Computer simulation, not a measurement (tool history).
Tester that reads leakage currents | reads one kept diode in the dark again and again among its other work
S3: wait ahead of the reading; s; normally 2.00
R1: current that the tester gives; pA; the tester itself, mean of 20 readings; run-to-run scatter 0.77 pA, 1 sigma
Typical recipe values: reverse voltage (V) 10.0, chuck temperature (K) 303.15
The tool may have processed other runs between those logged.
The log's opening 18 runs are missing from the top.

{"run": 19, "hour": 3088.6, "reverse voltage (V)": 1.6, "chuck temperature (K)": 303.15, "S3": 2.0, "R1": 102.14}
{"run": 20, "hour": 3295.9, "reverse voltage (V)": 10.0, "chuck temperature (K)": 303.15, "S3": 1.42, "R1": 257.47}
{"run": 21, "hour": 3494.8, "reverse voltage (V)": 10.0, "chuck temperature (K)": 312.15, "S3": 1.02, "R1": 481.36}
{"run": 22, "hour": 3640.7, "reverse voltage (V)": 11.7, "chuck temperature (K)": 312.15, "S3": 1.02, "R1": 518.63}
{"run": 23, "hour": 3881.1, "reverse voltage (V)": 3.6, "chuck temperature (K)": 313.15, "S3": 1.02, "R1": 305.74}
{"run": 24, "hour": 4035.4, "reverse voltage (V)": 10.0, "chuck temperature (K)": 310.15, "S3": 2.0, "R1": 414.33}
{"run": 25, "hour": 4239.2, "reverse voltage (V)": 10.0, "chuck temperature (K)": 310.15, "S3": 2.0, "R1": 412.67}
{"run": 26, "hour": 4362.0, "reverse voltage (V)": 1.5, "chuck temperature (K)": 310.15, "S3": 0.31, "R1": 159.31}
{"run": 27, "hour": 4603.0, "reverse voltage (V)": 1.5, "chuck temperature (K)": 328.15, "S3": 1.01, "R1": 517.03}
{"run": 28, "hour": 4834.9, "reverse voltage (V)": 1.9, "chuck temperature (K)": 303.15, "S3": 3.93, "R1": 108.06}
{"run": 29, "hour": 4936.9, "reverse voltage (V)": 10.5, "chuck temperature (K)": 319.15, "S3": 0.47, "R1": 777.31}
{"run": 30, "hour": 5036.6, "reverse voltage (V)": 3.0, "chuck temperature (K)": 319.15, "S3": 1.24, "R1": 408.28}
{"run": 31, "hour": 5197.2, "reverse voltage (V)": 3.0, "chuck temperature (K)": 319.15, "S3": 1.24, "R1": 409.18}
{"run": 32, "hour": 5335.2, "reverse voltage (V)": 9.3, "chuck temperature (K)": 306.15, "S3": 2.0, "R1": 297.81}
{"run": 33, "hour": 5535.4, "reverse voltage (V)": 9.3, "chuck temperature (K)": 314.15, "S3": 2.0, "R1": 514.74}
{"run": 34, "hour": 5676.8, "reverse voltage (V)": 9.4, "chuck temperature (K)": 303.15, "S3": 0.49, "R1": 243.54}
{"run": 35, "hour": 5800.9, "reverse voltage (V)": 10.0, "chuck temperature (K)": 315.15, "S3": 0.38, "R1": 571.83}
{"run": 36, "hour": 5946.1, "reverse voltage (V)": 10.0, "chuck temperature (K)": 308.15, "S3": 8.33, "R1": 350.39}
{"run": 37, "hour": 6137.9, "reverse voltage (V)": 10.0, "chuck temperature (K)": 308.15, "S3": 8.33, "R1": 351.22}
{"run": 38, "hour": 6304.5, "reverse voltage (V)": 10.0, "chuck temperature (K)": 308.15, "S3": 8.33, "R1": 349.5}
{"run": 39, "hour": 6442.4, "reverse voltage (V)": 10.0, "chuck temperature (K)": 308.15, "S3": 8.33, "R1": 348.97}
{"run": 40, "hour": 6640.9, "reverse voltage (V)": 10.0, "chuck temperature (K)": 308.15, "S3": 8.33, "R1": 347.8}

Here are 3 independent what-if runs from the current tool condition. What would each one return?
{"run": "A", "hour": 6806.2, "reverse voltage (V)": 3.8, "chuck temperature (K)": 317.15, "S3": 2.0, "R1": "?"}
{"run": "B", "hour": 6806.2, "reverse voltage (V)": 10.1, "chuck temperature (K)": 303.15, "S3": 2.0, "R1": "?"}
{"run": "C", "hour": 6806.2, "reverse voltage (V)": 2.1, "chuck temperature (K)": 301.15, "S3": 8.33, "R1": "?"}

run=A R1=392.55
run=B R1=246.52
run=C R1=95.30
With no hidden state in the tool, these same runs would have given:
run=A R1=420.09
run=B R1=257.67
run=C R1=101.72
